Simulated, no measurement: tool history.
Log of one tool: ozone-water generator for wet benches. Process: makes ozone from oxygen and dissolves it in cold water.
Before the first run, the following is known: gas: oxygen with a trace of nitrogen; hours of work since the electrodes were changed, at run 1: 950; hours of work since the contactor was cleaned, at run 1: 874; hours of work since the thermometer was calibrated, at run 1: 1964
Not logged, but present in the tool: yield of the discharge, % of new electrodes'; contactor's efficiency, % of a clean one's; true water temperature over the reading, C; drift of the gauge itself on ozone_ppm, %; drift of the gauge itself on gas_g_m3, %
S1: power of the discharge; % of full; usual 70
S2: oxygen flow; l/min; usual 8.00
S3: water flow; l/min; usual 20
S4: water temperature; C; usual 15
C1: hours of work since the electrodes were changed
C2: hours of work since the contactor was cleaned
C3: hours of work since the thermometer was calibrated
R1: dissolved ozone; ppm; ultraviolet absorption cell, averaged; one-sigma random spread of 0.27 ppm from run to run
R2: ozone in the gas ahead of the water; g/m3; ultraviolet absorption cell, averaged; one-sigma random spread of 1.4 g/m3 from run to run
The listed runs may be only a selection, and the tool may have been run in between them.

run 1 hour=0.0 | S1=70 S2=8.00 S3=20 S4=15 | C1=950 C2=874 C3=1964 | R1=41.0 R2=263.6
run 2 hour=64.8 | S1=70 S2=8.00 S3=20 S4=15 | C1=990 C2=914 C3=2004 | R1=41.1 R2=265.8
run 3 hour=142.9 | S1=70 S2=8.00 S3=20 S4=15 | C1=1039 C2=963 C3=2052 | R1=40.8 R2=264.0
run 4 hour=207.2 | S1=70 S2=8.00 S3=20 S4=15 | C1=1079 C2=1002 C3=2092 | R1=41.3 R2=266.0
run 5 hour=264.6 | S1=43 S2=8.00 S3=20 S4=15 | C1=1114 C2=1038 C3=2128 | R1=29.8 R2=192.6
run 6 hour=312.0 | S1=50 S2=8.00 S3=20 S4=15 | C1=1143 C2=1067 C3=2157 | R1=33.0 R2=213.7
run 7 hour=411.0 | S1=70 S2=8.00 S3=20 S4=7 | C1=1205 C2=1129 C3=2218 | R1=46.4 R2=263.7
run 8 hour=478.5 | S1=70 S2=8.00 S3=24 S4=15 | C1=1247 C2=1171 C3=2260 | R1=36.3 R2=266.5
run 9 hour=544.8 | S1=70 S2=9.06 S3=20 S4=15 | C1=1288 C2=1212 C3=2301 | R1=40.6 R2=249.6
run 10 hour=628.1 | S1=70 S2=9.06 S3=20 S4=15 | C1=1339 C2=1263 C3=2353 | R1=39.9 R2=250.3
run 11 hour=699.1 | S1=70 S2=9.06 S3=20 S4=23 | C1=1383 C2=1307 C3=2397 | R1=34.6 R2=248.9
run 12 hour=756.1 | S1=70 S2=9.06 S3=20 S4=23 | C1=1419 C2=1343 C3=2432 | R1=34.3 R2=247.2
run 13 hour=817.6 | S1=70 S2=9.06 S3=20 S4=23 | C1=1457 C2=1381 C3=2470 | R1=34.8 R2=246.0

Run 14 comes next. What will it give?
run 14 hour=887.4 | S1=81 S2=4.15 S3=20 S4=15 | C1=1500 C2=1424 C3=2514 | R1=? R2=?

R1: 44.6 ppm
R2: 419.7 g/m3
Were there no unlogged condition in the tool, this run, its random variation unchanged, would have produced R1 44.6 ppm, R2 419.9 g/m3.
